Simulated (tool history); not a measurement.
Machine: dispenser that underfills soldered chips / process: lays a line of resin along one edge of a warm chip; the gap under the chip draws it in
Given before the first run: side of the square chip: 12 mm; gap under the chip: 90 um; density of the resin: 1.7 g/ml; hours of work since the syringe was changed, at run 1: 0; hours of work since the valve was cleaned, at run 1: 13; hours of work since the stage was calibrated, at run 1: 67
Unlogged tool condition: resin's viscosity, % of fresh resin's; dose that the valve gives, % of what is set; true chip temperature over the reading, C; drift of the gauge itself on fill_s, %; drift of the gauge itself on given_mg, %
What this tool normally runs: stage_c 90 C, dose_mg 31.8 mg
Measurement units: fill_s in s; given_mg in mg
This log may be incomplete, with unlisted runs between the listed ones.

run   hour  stage_c  dose_mg  hours of work since the syringe was changed  hours of work since the valve was cleaned  hours of work since the stage was calibrated  fill_s  given_mg
  1    0.0       90     31.8                                            0                                         13                                            67    82.1     31.52
  2    2.5       90     31.8                                            2                                         15                                            68    87.4     31.35
  3    6.8       90     31.8                                            5                                         18                                            72    98.5     31.51
       8.7  -- new syringe of resin
  4   11.6       90     31.8                                            2                                         22                                            75    87.7     31.19
  5   14.8       90     31.8                                            5                                         24                                            78    95.5     31.15
      17.6  -- new syringe of resin
  6   18.1      102     31.8                                            0                                         26                                            80    53.6     30.99
  7   21.4      102     31.8                                            3                                         29                                            82    57.4     31.09
      26.6  -- new syringe of resin
  8   26.6      102     31.8                                            0                                         33                                            86    52.8     30.89
  9   31.3      102     31.8                                            4                                         36                                            90    58.2     30.81
      35.4  -- new syringe of resin
 10   35.4      102     31.8                                            0                                         39                                            93    52.1     30.65
 11   39.9       88     31.8                                            3                                         43                                            96   102.0     30.60
      44.4  -- new syringe of resin
 12   44.5       88     31.8                                            0                                         46                                            99    86.7     30.48
 13   47.0       88     31.8                                            2                                         48                                           101    94.8     30.47
 14   50.1       90     31.8                                            4                                         50                                           104    92.9     30.41
 15   52.1       90     31.8                                            6                                         52                                           105   101.1     30.50
      53.3  -- new syringe of resin
 16   55.9       90     31.8                                            2                                         54                                           108    84.5     30.35
 17   58.6       90     31.3                                            4                                         56                                           110    94.6     29.70
      61.9  -- dispensing valve cleaned and set on the balance
 18   62.4       90     31.3                                            6                                          0                                           112    99.3     31.21
      63.1  -- new syringe of resin
 19   65.9       76     28.7                                            2                                          3                                           115   157.3     28.88
 20   68.8       90     37.1                                            4                                          5                                           117    92.4     36.96
 21   71.4       90     37.1                                            6                                          7                                           119    96.6     36.82
      71.9  -- new syringe of resin
 22   74.7       84     31.8                                            2                                          9                                           121   111.2     31.41
 23   76.9       84     31.8                                            4                                         11                                           123   118.4     31.48
      80.9  -- new syringe of resin
 24   80.9       77     31.8                                            0                                         14                                           126   135.5     31.28
 25   84.5       91     35.3                                            3                                         17                                           128    82.6     34.77
 26   88.9       91     35.3                                            6                                         20                                           132    93.0     34.65
      89.8  -- new syringe of resin
 27   93.0       78     29.4                                            3                                         23                                           135   144.5     28.71
 28   95.3       78     29.4                                            4                                         25                                           136   153.4     28.82
 29   98.1       78     29.4                                            6                                         27                                           138   165.2     28.66
      98.8  -- new syringe of resin
 30  101.1       82     27.1                                            2                                         29                                           141   126.2     26.39
 31  105.6       94     39.6                                            5                                         32                                           144    81.3     38.29
     107.7  -- new syringe of resin
 32  110.5       94     39.6                                            2                                         36                                           147    72.1     38.32
 33  114.2       85     38.5                                            5                                         39                                           150   112.7     37.11
     116.9  -- new syringe of resin
 34  119.3       89     31.0                                            2                                         42                                           154    90.1     29.80
 35  123.5       89     31.0                                            5                                         45                                           157    98.8     29.65

Hidden state or all else? Some run-to-run changes of fill_s, split into what the settings, what came in and random variation would give without the hidden state, and what is left for the hidden state (with any gauge scatter that isn't in both results):
Run 5 -> 6: stage_c 90 -> 102, new syringe of resin. fill_s -41.9 s: hidden state -12.3, all else -29.6.
Run 18 -> 19: stage_c 90 -> 76, dose_mg 31.3 -> 28.7, new syringe of resin. fill_s +58.0 s: hidden state -7.6, all else +65.6.
Run 19 -> 20: stage_c 76 -> 90, dose_mg 28.7 -> 37.1. fill_s -64.9 s: hidden state +2.1, all else -67.0.
Run 23 -> 24: stage_c 84 -> 77, new syringe of resin. fill_s +17.1 s: hidden state -16.0, all else +33.1.
Run 24 -> 25: stage_c 77 -> 91, dose_mg 31.8 -> 35.3. fill_s -52.9 s: hidden state +7.5, all else -60.4.
Run 29 -> 30: stage_c 78 -> 82, dose_mg 29.4 -> 27.1, new syringe of resin. fill_s -39.0 s: hidden state -22.4, all else -16.6.
